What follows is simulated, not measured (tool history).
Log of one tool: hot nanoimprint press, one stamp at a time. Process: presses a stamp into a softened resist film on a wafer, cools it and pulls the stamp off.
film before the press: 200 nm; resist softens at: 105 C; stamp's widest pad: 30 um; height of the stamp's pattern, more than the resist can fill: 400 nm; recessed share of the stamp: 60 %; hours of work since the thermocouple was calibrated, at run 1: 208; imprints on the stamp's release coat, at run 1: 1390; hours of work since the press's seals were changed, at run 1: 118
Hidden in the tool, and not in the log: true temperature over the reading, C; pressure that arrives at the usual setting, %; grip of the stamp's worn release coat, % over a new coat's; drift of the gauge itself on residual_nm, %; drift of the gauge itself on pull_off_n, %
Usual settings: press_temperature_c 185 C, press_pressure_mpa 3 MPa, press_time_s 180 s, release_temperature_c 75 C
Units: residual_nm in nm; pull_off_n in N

run,day,press_temperature_c,press_pressure_mpa,press_time_s,release_temperature_c,hours of work since the thermocouple was calibrated,imprints on the stamp's release coat,hours of work since the press's seals were changed,residual_nm,pull_off_n
1,0,185,3,180,75,208,1390,118,114.1,142
2,0.408,185,3.75,180,75,214,1412,124,101.4,143
3,0.883,185,3.75,180,75,220,1438,130,101.2,143
4,1.267,185,3.75,180,75,226,1459,135,101.1,145
5,1.533,185,3.75,180,75,229,1473,139,101.2,146
# day 2.012: stamp cleaned and given a new release coat
6,2.062,185,3,180,75,233,3,143,114.2,148
7,2.317,185,3,180,75,237,16,147,113.7,142
8,2.65,185,3,180,75,241,35,151,114,144
9,3.008,185,3,180,75,246,54,156,113.7,146
10,3.517,185,3,180,75,253,82,163,113.6,144
11,3.767,185,3,180,75,257,95,167,113.8,145
12,4.075,183,3,180,75,261,112,171,119.3,145
13,4.529,183,3,180,75,267,137,177,119.1,143
14,4.862,183,3,180,75,272,155,182,119.3,143
15,5.325,185,3,180,75,279,180,188,113.9,145
16,5.779,185,3,198,75,285,205,195,110.7,147
17,6.304,185,1.99,137,80,292,233,202,146.3,136
18,6.758,185,2.71,180,75,298,258,208,119.4,144
19,7.083,185,4.51,310,75,303,276,213,76.4,143
20,7.55,185,2.42,210,66,309,301,219,121.5,164
21,7.983,185,2.42,210,66,315,325,225,121.3,164
22,8.483,185,2.42,210,66,322,352,232,121.4,166
23,8.879,174,3,180,66,328,374,238,146.4,164
24,9.15,174,3,180,66,332,389,241,146.6,167
25,9.483,184,2.4,180,71,336,407,246,129.5,155
26,10.029,191,2.11,180,62,344,437,253,119,172
27,10.362,177,2.3,110,65,348,455,258,165.1,168
28,10.771,185,4.32,96,75,354,477,264,112.9,144
29,11.033,185,2.09,180,75,358,491,267,134.7,148
30,11.525,179,3.83,180,75,365,518,274,117,145
31,11.821,179,3.83,180,75,369,534,278,116.6,146

Forecast each of these 3 alternatives for the next run:
A,12.354,195,3.83,95,74,376,563,286,?,?
B,12.354,185,3,180,81,376,563,286,?,?
C,12.354,187,4.03,304,75,376,563,286,?,?

run,residual_nm,pull_off_n
A,95.2,144
B,114.2,130
C,77.9,144
Without the tool's hidden state the same runs would have given:
run,residual_nm,pull_off_n
A,95.2,144
B,114.2,130
C,77.9,144
